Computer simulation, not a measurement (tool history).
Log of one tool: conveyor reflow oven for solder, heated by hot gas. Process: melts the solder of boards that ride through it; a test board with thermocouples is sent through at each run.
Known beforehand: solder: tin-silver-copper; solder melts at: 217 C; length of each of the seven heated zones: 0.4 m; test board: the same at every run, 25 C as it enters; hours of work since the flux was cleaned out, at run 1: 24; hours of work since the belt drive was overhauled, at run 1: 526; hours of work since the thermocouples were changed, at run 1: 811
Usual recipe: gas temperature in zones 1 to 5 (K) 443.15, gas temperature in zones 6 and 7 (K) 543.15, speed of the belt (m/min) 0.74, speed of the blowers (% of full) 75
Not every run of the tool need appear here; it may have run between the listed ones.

| run | hour | gas temperature in zones 1 to 5 (K) | gas temperature in zones 6 and 7 (K) | speed of the belt (m/min) | speed of the blowers (% of full) | hours of work since the flux was cleaned out | hours of work since the belt drive was overhauled | hours of work since the thermocouples were changed | highest temperature of the board (K) | time above the solder's melting point (s) |
|---|---|---|---|---|---|---|---|---|---|---|
| 1 | 0 | 443.15 | 543.15 | 0.74 | 75 | 24 | 526 | 811 | 527.92 | 49.31 |
| 2 | 8.1 | 443.15 | 543.15 | 0.74 | 73 | 30 | 532 | 817 | 527.54 | 49.08 |
| 3 | 23.6 | 443.15 | 543.15 | 0.74 | 75 | 42 | 544 | 829 | 527.99 | 49.26 |
| 4 | 30.9 | 443.15 | 543.15 | 0.74 | 75 | 48 | 549 | 834 | 527.97 | 49.27 |
| 5 | 41.6 | 443.15 | 543.15 | 0.74 | 75 | 56 | 557 | 842 | 527.95 | 49.3 |
| 6 | 59.3 | 443.15 | 543.15 | 0.707 | 75 | 69 | 571 | 856 | 529.32 | 52.77 |
| 7 | 67.6 | 443.15 | 543.15 | 0.707 | 75 | 75 | 577 | 862 | 529.35 | 52.71 |
| 8 | 81.7 | 443.15 | 543.15 | 0.707 | 75 | 86 | 588 | 873 | 529.21 | 52.73 |
| 9 | 94.6 | 437.15 | 543.15 | 0.707 | 75 | 96 | 598 | 883 | 528.27 | 50.4 |
| 10 | 110.5 | 440.15 | 543.15 | 0.707 | 75 | 108 | 610 | 895 | 528.84 | 51.51 |
| 11 | 119.5 | 429.15 | 543.15 | 0.74 | 75 | 115 | 617 | 902 | 525.31 | 44.06 |
|  | 125.6 | flux residue cleaned out of gas plates and filters |
| 12 | 132.4 | 429.15 | 543.15 | 0.74 | 75 | 5 | 623 | 908 | 525.28 | 43.87 |
| 13 | 145.9 | 443.15 | 543.15 | 0.74 | 55 | 15 | 633 | 918 | 523.18 | 45.32 |
| 14 | 156.2 | 432.15 | 532.15 | 0.78 | 89 | 23 | 641 | 926 | 516.51 | 36.74 |
|  | 167.3 | flux residue cleaned out of gas plates and filters, once more |
| 15 | 176.2 | 432.15 | 532.15 | 0.78 | 89 | 7 | 652 | 937 | 517.25 | 37.49 |
| 16 | 192.8 | 432.15 | 533.15 | 0.73 | 89 | 19 | 665 | 950 | 520.05 | 42.96 |
|  | 204.8 | thermocouples of zones 6 and 7 changed |
| 17 | 211 | 432.15 | 533.15 | 0.73 | 89 | 32 | 677 | 5 | 519.24 | 42.33 |
| 18 | 222.9 | 443.15 | 543.15 | 0.769 | 78 | 41 | 686 | 14 | 526.5 | 46.51 |
| 19 | 238.3 | 455.15 | 535.15 | 0.867 | 75 | 53 | 698 | 25 | 517.48 | 38.36 |
| 20 | 246.4 | 433.15 | 554.15 | 0.816 | 75 | 59 | 704 | 32 | 531.41 | 43.56 |

Run 21 comes next. What will it give?
| 21 | 262 | 433.15 | 534.15 | 0.636 | 75 | 71 | 716 | 44 | ? | ? |

Run 21 produced highest temperature of the board (K) 522.01, time above the solder's melting point (s) 51.76.
Had the tool carried no hidden state, the very same run would have given highest temperature of the board (K) 522.13, time above the solder's melting point (s) 51.44.
